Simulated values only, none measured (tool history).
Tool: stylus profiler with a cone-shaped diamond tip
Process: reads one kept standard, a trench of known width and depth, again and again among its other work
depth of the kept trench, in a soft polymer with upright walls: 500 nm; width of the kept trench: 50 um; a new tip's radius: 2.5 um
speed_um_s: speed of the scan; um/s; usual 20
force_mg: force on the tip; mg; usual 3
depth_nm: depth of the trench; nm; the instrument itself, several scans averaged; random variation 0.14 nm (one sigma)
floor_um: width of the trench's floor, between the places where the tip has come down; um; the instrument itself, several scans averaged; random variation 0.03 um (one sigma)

run   hour  speed_um_s  force_mg  depth_nm  floor_um
  1      0          20         3    510.62     46.57
  2   11.5          20         3    510.75     46.58
  3   30.2          20         3    510.75     46.61
  4   49.5          20         3    510.68     46.51
  5     72          20         3     510.9     46.55
  6   85.1          20      5.64    515.78     46.55
  7   94.7          20      5.64    515.49     46.57
  8  116.7          19      5.64    515.58     46.57
  9  131.4          19      5.64    515.72     46.52
 10  146.7          19      5.64    516.04     46.57
 11  155.9          20         3    510.74     46.49
 12    176          20      3.27    511.57     46.49
 13  198.1          20      3.27    511.55     46.52
 14  216.6          20      3.27    511.49     46.43
 15    227          20      1.16    506.56      46.4
 16    237          11       2.2    508.99     46.46
 17  257.5           6      1.19    506.54     46.44
 18  269.4          55      5.25    515.27     46.42
 19  283.8          55      5.25    515.45     46.44
 20  293.3           6      6.55    517.38     46.49
 21  304.4          22      5.09    514.95      46.4
 22  321.7          12      5.09    515.06      46.5
 23  332.5          42      6.76    518.15      46.4
 24  344.1          42      6.76    517.93     46.41
 25  359.1           9      1.53    507.79     46.44
 26  376.8          31      1.49    507.74     46.33
 27  395.7          20      2.27    509.87     46.36
 28  408.1          58      5.67     516.3      46.3

4 ways to go on from here, each from the tool as it stands after run 28. What would each give?
  A  422.3          61         3         ?         ?
  B  422.3          44      3.59         ?         ?
  C  422.3          36      1.71         ?         ?
  D  422.3          58      6.88         ?         ?

run  depth_nm  floor_um
  A     511.3      46.3
  B     512.2     46.34
  C    508.09     46.33
  D    518.35     46.36
Without the tool's hidden state the same runs would have given:
run  depth_nm  floor_um
  A     509.3     46.87
  B     510.2     46.91
  C    506.11      46.9
  D    516.33     46.93
